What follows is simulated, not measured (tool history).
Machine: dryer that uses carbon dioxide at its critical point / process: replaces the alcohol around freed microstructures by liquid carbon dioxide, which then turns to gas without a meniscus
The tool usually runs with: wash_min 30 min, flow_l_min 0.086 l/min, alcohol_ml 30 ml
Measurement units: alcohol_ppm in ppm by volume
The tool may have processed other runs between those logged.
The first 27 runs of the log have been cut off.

| run | hour | wash_min | flow_l_min | alcohol_ml | alcohol_ppm |
|---|---|---|---|---|---|
| 28 | 418.7 | 30 | 0.0934 | 76 | 3509 |
| 29 | 428.5 | 30 | 0.0934 | 76 | 3663 |
| 30 | 448.3 | 30 | 0.0934 | 76 | 3617 |
|  | 468.1 | purifier's bed changed |
| 31 | 471.6 | 30 | 0.086 | 106 | 6970 |
| 32 | 493 | 29 | 0.0692 | 106 | 14884 |
| 33 | 508.5 | 35 | 0.0692 | 82 | 6926 |
| 34 | 522.8 | 35 | 0.0692 | 82 | 6784 |
| 35 | 535.7 | 35 | 0.0692 | 82 | 7016 |
| 36 | 546.2 | 23 | 0.0692 | 54 | 13489 |
| 37 | 563.8 | 42 | 0.0766 | 63 | 2007 |
|  | 567.9 | inlet filter changed |
| 38 | 578.5 | 30 | 0.1081 | 20 | 403 |
| 39 | 589.6 | 39 | 0.1081 | 25 | 131 |
| 40 | 608.7 | 39 | 0.1081 | 25 | 148 |
| 41 | 630.2 | 39 | 0.1081 | 25 | 147 |

Below are 5 alternative next runs, each starting from the tool's condition after run 41. Predict each:
| A | 640.4 | 35 | 0.086 | 117 | ? |
| B | 640.4 | 30 | 0.086 | 34 | ? |
| C | 640.4 | 19 | 0.0836 | 65 | ? |
| D | 640.4 | 39 | 0.1423 | 60 | ? |
| E | 640.4 | 36 | 0.1081 | 25 | ? |

| run | alcohol_ppm |
|---|---|
| A | 3544 |
| B | 1927 |
| C | 14252 |
| D | 67 |
| E | 242 |
Had the tool no hidden state, the same runs would have come out as:
| run | alcohol_ppm |
|---|---|
| A | 3223 |
| B | 1773 |
| C | 13565 |
| D | 52 |
| E | 209 |

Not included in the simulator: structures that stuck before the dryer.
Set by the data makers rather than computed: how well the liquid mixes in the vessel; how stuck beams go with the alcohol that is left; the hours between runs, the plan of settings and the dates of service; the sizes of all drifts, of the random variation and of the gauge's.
